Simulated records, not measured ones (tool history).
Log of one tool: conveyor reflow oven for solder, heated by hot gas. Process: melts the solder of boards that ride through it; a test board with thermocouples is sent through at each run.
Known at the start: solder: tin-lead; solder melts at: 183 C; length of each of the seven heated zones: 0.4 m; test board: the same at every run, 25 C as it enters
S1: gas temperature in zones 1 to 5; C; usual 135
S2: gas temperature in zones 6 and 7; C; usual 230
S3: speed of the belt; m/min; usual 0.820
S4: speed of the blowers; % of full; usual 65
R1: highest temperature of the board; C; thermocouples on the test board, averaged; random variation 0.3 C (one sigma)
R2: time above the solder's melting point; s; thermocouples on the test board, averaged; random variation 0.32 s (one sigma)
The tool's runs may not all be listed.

run   hour   S1   S2     S3  S4     R1    R2
  1    0.0  135  230  0.820  65  209.1  36.1
  2   13.6  135  230  0.820  65  209.1  36.8
  3   22.5  135  220  0.820  65  200.6  29.1
  4   36.1  143  220  0.820  65  202.1  33.3
  5   42.2  143  220  0.820  65  202.2  33.1
      48.5  -- flux residue cleaned out of gas plates and filters
  6   53.8  143  220  0.820  65  200.0  30.4
  7   65.0  133  228  0.872  65  201.5  27.0
  8   79.2  125  226  0.848  88  204.1  30.0
  9   92.7  145  226  0.848  88  208.9  38.2
 10  101.7  145  245  0.802  88  226.0  52.4
 11  114.7  135  239  0.820  56  210.2  37.5

5 ways to go on from here, each from the tool as it stands after run 11. What would each give?
  A  127.0  135  233  0.945  56   ?   ?
  B  127.0  148  239  0.744  89   ?   ?
  C  127.0  144  239  0.820  56   ?   ?
  D  127.0  135  238  0.820  50   ?   ?
  E  127.0  135  228  0.693  56   ?   ?

run     R1    R2
  A  199.5  22.3
  B  224.4  56.6
  C  212.9  42.1
  D  207.3  34.7
  E  208.2  43.5
Without the tool's hidden state the same runs would have given:
run     R1    R2
  A  205.8  28.3
  B  229.5  58.7
  C  218.1  45.8
  D  212.6  39.2
  E  212.5  48.0

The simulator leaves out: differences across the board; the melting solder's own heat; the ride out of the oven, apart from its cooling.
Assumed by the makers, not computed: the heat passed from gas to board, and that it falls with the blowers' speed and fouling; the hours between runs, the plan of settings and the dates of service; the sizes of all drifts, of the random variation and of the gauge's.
